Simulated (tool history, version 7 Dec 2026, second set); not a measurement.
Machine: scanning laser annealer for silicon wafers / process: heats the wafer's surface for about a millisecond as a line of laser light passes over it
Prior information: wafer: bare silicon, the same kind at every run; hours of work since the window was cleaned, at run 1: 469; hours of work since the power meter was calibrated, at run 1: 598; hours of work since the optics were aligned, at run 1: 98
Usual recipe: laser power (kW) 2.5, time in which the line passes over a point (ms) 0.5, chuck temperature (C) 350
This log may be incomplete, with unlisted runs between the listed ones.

run   hour  laser power (kW)  time in which the line passes over a point (ms)  chuck temperature (C)  hours of work since the window was cleaned  hours of work since the power meter was calibrated  hours of work since the optics were aligned  highest temperature of the surface (C)
  1      0               2.5                                              0.5                    350                                         469                                                 598                                           98                                    1059
  2   30.1               2.5                                              0.5                    350                                         486                                                 614                                          114                                    1059
  3   56.3               2.5                                              0.5                    347                                         500                                                 629                                          129                                    1059
  4   75.9               2.5                                              0.5                    347                                         511                                                 640                                          140                                    1059
  5     99               2.5                                              0.5                    347                                         524                                                 653                                          153                                    1057
  6  112.1               2.5                                              0.5                    386                                         531                                                 660                                          160                                    1094
  7  136.5               2.5                                              0.5                    361                                         544                                                 673                                          173                                    1068
  8  153.9               2.5                                              0.5                    361                                         554                                                 683                                          183                                    1071
  9  173.1               2.5                                              0.5                    350                                         565                                                 694                                          194                                    1059
 10  202.5               2.5                                              0.5                    350                                         581                                                 710                                          210                                    1059
 11  227.3               2.5                                              0.5                    350                                         595                                                 724                                          224                                    1059
 12  248.9             2.572                                              0.5                    388                                         607                                                 736                                          236                                    1111
 13  271.9             2.572                                              0.5                    388                                         619                                                 748                                          248                                    1120
 14  292.6             2.554                                            0.531                    355                                         631                                                 760                                          260                                    1096
 15  314.7             2.554                                            0.531                    355                                         643                                                 772                                          272                                    1099
 16  332.8             2.333                                            0.531                    366                                         653                                                 782                                          282                                    1048
 17  346.5             2.381                                            0.457                    365                                         661                                                 790                                          290                                    1008
 18  375.1             2.381                                            0.457                    365                                         676                                                 805                                          305                                    1009
 19  393.3             2.381                                            0.457                    365                                         687                                                 815                                          315                                    1009
 20  419.1               2.5                                            0.489                    350                                         701                                                 830                                          330                                    1046
 21  442.8              2.47                                            0.482                    312                                         714                                                 843                                          343                                     995

5 ways to go on from here, each from the tool as it stands after run 21. What would each give?
  A  473.5             2.379                                            0.407                    367                                         731                                                 860                                          360                                       ?
  B  473.5               2.2                                              0.4                    351                                         731                                                 860                                          360                                       ?
  C  473.5             2.703                                            0.482                    337                                         731                                                 860                                          360                                       ?
  D  473.5             2.684                                            0.614                    311                                         731                                                 860                                          360                                       ?
  E  473.5             2.665                                            0.487                    318                                         731                                                 860                                          360                                       ?

run  highest temperature of the surface (C)
  A                                     972
  B                                     904
  C                                    1082
  D                                    1142
  E                                    1056
Stripped of hidden state, with their random variation kept, the same runs would have yielded:
run  highest temperature of the surface (C)
  A                                     993
  B                                     922
  C                                    1107
  D                                    1170
  E                                    1081
